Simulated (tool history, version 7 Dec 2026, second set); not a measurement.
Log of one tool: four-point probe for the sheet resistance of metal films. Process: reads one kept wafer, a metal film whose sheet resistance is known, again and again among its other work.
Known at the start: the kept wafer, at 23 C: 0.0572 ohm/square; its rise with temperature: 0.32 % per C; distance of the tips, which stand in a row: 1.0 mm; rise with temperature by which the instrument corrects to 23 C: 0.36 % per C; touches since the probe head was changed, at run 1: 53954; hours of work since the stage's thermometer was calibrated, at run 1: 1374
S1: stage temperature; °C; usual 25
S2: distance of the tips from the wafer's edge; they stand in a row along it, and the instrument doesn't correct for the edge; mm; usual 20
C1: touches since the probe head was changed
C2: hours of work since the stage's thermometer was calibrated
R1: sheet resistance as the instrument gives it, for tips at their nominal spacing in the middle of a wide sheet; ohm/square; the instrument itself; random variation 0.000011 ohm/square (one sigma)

run	hour	S1	S2	C1	C2	R1
1	0	25	20	53954	1374	0.057438
2	68.9	25	20	55266	1408	0.057452
3	149.6	25	20	56802	1448	0.057436
4	201.9	25	20	57799	1473	0.057441
5	258.1	25	20	58868	1501	0.057456
6	307.3	25	20	59805	1525	0.057486
7	382.4	25	20	61235	1562	0.05748
8	459.1	25	8	62695	1600	0.057883
9	518.6	25	8	63828	1629	0.057879
10	581.1	25	20	65017	1659	0.05749
11	659.1	25	20	66502	1698	0.057492
12	714.1	25	20	67550	1725	0.057506
13	785.8	25	20	68916	1760	0.057512
14	856.6	25	20	70263	1795	0.057507
15	932	25	20	71699	1832	0.057519
16	986.4	25	7	72735	1858	0.058068
17	1034.7	29	7	73655	1882	0.058009
18	1090.3	29	7	74713	1909	0.058001
19	1144.4	31	14	75744	1936	0.057495
20	1217	25	4	77124	1972	0.059322
21	1287.4	30	4	78465	2006	0.059275
22	1342.4	23	6	79513	2033	0.058356
23	1421.1	23	6	81010	2072	0.058382
24	1500.7	18	6	82526	2111	0.058462
25	1552.1	18	53	83504	2136	0.057622
26	1623.3	18	53	84860	2171	0.057645
27	1664	18	53	85636	2191	0.057641
28	1737.5	18	53	87035	2227	0.057638
29	1799	26	24	88206	2257	0.057538
30	1870.2	20	6	89561	2292	0.058472
# hour 1878: stage's thermometer calibrated
31	1938.2	20	6	90846	30	0.05836
32	2014.4	33	49	92297	67	0.057307
33	2068.4	35	7	93326	93	0.057872
34	2148.2	19	15	94845	133	0.057698
35	2182.5	19	5	95498	149	0.058784
36	2216.6	21	69	96148	166	0.057541

4 ways to go on from here, each from the tool as it stands after run 36. What would each give?
A	2251.6	32	4	96813	183	?
B	2251.6	18	11	96813	183	?
C	2251.6	27	32	96813	183	?
D	2251.6	31	20	96813	183	?

run	R1
A	0.059196
B	0.057863
C	0.057452
D	0.057423
Without the tool's hidden state the same runs would have given:
run	R1
A	0.058895
B	0.057568
C	0.057159
D	0.057131

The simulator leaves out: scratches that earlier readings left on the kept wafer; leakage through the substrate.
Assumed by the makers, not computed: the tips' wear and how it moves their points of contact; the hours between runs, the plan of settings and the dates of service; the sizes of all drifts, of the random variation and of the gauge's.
